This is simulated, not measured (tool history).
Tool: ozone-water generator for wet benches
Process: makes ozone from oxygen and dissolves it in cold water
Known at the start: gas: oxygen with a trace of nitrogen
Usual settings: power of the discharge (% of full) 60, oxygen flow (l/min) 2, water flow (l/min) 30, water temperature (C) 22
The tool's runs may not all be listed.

run,day,power of the discharge (% of full),oxygen flow (l/min),water flow (l/min),water temperature (C),dissolved ozone (ppm),ozone in the gas ahead of the water (g/m3)
1,0,60,2,30,22,5.98,145.1
2,1.346,60,2,30,22,5.88,143.5
3,2.725,60,2,30,22,5.88,144.4
4,3.621,60,2,30,22,5.92,143.9
5,5.025,60,2,30,22,6.12,143.4
6,5.642,60,2,30,22,5.83,145.2
7,6.746,60,2,30,22,5.83,145.1
8,7.804,60,2,30,22,5.9,146
9,8.908,60,2,30,22,6.03,143.9
10,10.121,40,2,30,22,4.43,109.2
11,10.821,60,2,30,22,5.82,144
12,11.775,60,2,30,22,5.82,145.2
13,12.379,60,2,30,22,5.79,144.7
14,13.142,60,2,30,22,5.9,144.3
15,14.004,60,2,30,22,5.95,146.3
16,15.117,60,2,30,22,5.84,146.2
17,15.879,41,3.28,23,17,6.9,85.4
18,16.508,41,3.28,23,17,6.95,87.3
19,17.808,55,2,30,20,5.48,137.7
20,19.1,53,2,19,22,8.8,132.7
21,20.125,63,1.17,24,24,6.4,195.2
22,21.05,47,1.17,29,24,4.37,160.1
23,22.342,41,2,30,24,4.44,110.8
24,23.133,60,1.22,18,22,8.82,185.6
25,24.308,60,3.47,18,22,10.74,108.9
26,25.004,59,1.34,30,22,5.15,175.3
27,25.771,53,2.54,34,17,4.96,117
28,26.879,44,1.99,34,17,4.28,116
29,28.171,60,2,21,16,8.99,143.9
30,29.554,60,2,21,16,8.9,145.7
31,30.754,60,1.4,24,22,6.66,172.4
32,31.517,60,1.4,24,22,6.63,172.7

Forecast each of these 5 alternatives for the next run:
A,32.375,60,1.4,27,25,?,?
B,32.375,55,2,30,14,?,?
C,32.375,81,1.51,30,19,?,?
D,32.375,60,1.77,30,17,?,?
E,32.375,72,2,30,22,?,?

run,dissolved ozone (ppm),ozone in the gas ahead of the water (g/m3)
A,5.83,173.8
B,5.74,136.6
C,6.66,207.9
D,5.98,154.8
E,6.55,164.7
Without the tool's hidden state the same runs would have given:
run,dissolved ozone (ppm),ozone in the gas ahead of the water (g/m3)
A,6.08,176.3
B,6,138.4
C,6.98,211.5
D,6.24,157
E,6.86,167.4

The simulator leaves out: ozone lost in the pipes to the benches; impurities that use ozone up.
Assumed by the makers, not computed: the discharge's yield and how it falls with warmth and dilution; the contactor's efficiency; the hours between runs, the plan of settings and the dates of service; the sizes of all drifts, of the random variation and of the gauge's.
